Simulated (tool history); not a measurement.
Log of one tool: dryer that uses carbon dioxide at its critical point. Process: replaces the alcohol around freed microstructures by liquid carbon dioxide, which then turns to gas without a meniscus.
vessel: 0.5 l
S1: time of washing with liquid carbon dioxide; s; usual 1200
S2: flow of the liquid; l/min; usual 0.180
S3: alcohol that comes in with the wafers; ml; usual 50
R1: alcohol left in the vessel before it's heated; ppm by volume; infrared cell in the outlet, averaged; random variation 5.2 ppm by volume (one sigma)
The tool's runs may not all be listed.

run   hour    S1     S2   S3    R1
  1    0.0  1200  0.180   50   164
  2   11.6  1200  0.180   22   109
  3   22.1  1200  0.180   22   107
  4   32.7  1200  0.180   22   112
  5   42.8  1200  0.180   22   124
  6   50.1  1200  0.180   22   115
  7   59.9   780  0.180   22   631
  8   67.2   780  0.180   22   617
  9   75.6  1200  0.306   50    66
 10   85.5  1200  0.126   50   934
 11   95.3  1200  0.126   50   936
 12  102.5  1200  0.126   50   960
 13  107.8  1200  0.180   44   176
 14  119.4  1200  0.180   44   177
 15  129.4  1200  0.180   44   196
 16  135.5  1200  0.180   50   207
 17  144.9  1200  0.180   50   201
 18  153.5  1200  0.180   76   283
 19  161.6  1200  0.160   50   349
 20  167.6  1200  0.160   50   354
 21  173.0  1200  0.160   50   336
 22  178.0  1200  0.160   50   351
 23  188.5  1200  0.180   34   177
 24  200.2  1200  0.180   34   169
 25  211.1   900  0.217   42   309
 26  221.2   900  0.199  102  1018
 27  228.5   900  0.199  102  1021
 28  237.2   720  0.137   63  6411
 29  248.7  1560  0.203   57    86
 30  253.7  1080  0.126  107  3507
 31  262.2  1380  0.132   21   237
 32  270.1   840  0.215   93   932
 33  280.5  1200  0.180   46   235

The next listed run, before its measurement:
 34  286.9  1200  0.151  45   ?

{"run 34": {"R1": 475}}
Without the tool's hidden state the same run would have given R1 261 ppm by volume.
